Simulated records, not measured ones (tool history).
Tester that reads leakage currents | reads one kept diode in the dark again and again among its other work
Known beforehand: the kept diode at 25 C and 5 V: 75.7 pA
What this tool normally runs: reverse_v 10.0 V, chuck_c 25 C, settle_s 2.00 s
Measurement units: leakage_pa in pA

| run | hour | reverse_v | chuck_c | settle_s | leakage_pa |
|---|---|---|---|---|---|
| 1 | 0.0 | 10.0 | 25 | 2.00 | 100.80 |
| 2 | 42.2 | 10.0 | 25 | 2.00 | 100.98 |
| 3 | 68.2 | 10.0 | 25 | 2.00 | 100.76 |
| 4 | 116.2 | 10.0 | 25 | 2.00 | 101.34 |
| 5 | 160.9 | 10.0 | 25 | 2.00 | 100.27 |
| 6 | 194.4 | 16.3 | 25 | 2.00 | 125.87 |
| 7 | 235.2 | 16.3 | 25 | 2.00 | 126.26 |
| 8 | 265.3 | 10.0 | 25 | 2.00 | 99.94 |
| 9 | 313.0 | 10.0 | 25 | 2.00 | 99.58 |
| 10 | 341.8 | 10.0 | 50 | 2.00 | 701.00 |
| 11 | 374.2 | 10.0 | 41 | 2.00 | 352.87 |
| 12 | 396.5 | 10.0 | 41 | 2.00 | 355.30 |
| 13 | 444.7 | 17.4 | 25 | 1.04 | 132.92 |
| 14 | 473.2 | 17.4 | 25 | 1.04 | 132.28 |
| 15 | 498.0 | 17.4 | 25 | 1.04 | 132.73 |
| 16 | 543.8 | 17.4 | 25 | 1.04 | 132.54 |
| 17 | 568.2 | 1.0 | 50 | 0.53 | 278.43 |

Branching from run 17: 5 alternative next runs. What would each branch give?
| A | 611.5 | 7.8 | 54 | 2.00 | ? |
| B | 611.5 | 1.0 | 50 | 0.32 | ? |
| C | 611.5 | 3.4 | 25 | 2.00 | ? |
| D | 611.5 | 2.2 | 36 | 0.53 | ? |
| E | 611.5 | 1.0 | 50 | 9.11 | ? |

| run | leakage_pa |
|---|---|
| A | 843.69 |
| B | 279.30 |
| C | 61.30 |
| D | 127.89 |
| E | 278.95 |
Without the tool's hidden state the same runs would have given:
| run | leakage_pa |
|---|---|
| A | 933.88 |
| B | 311.71 |
| C | 65.88 |
| D | 141.97 |
| E | 311.44 |
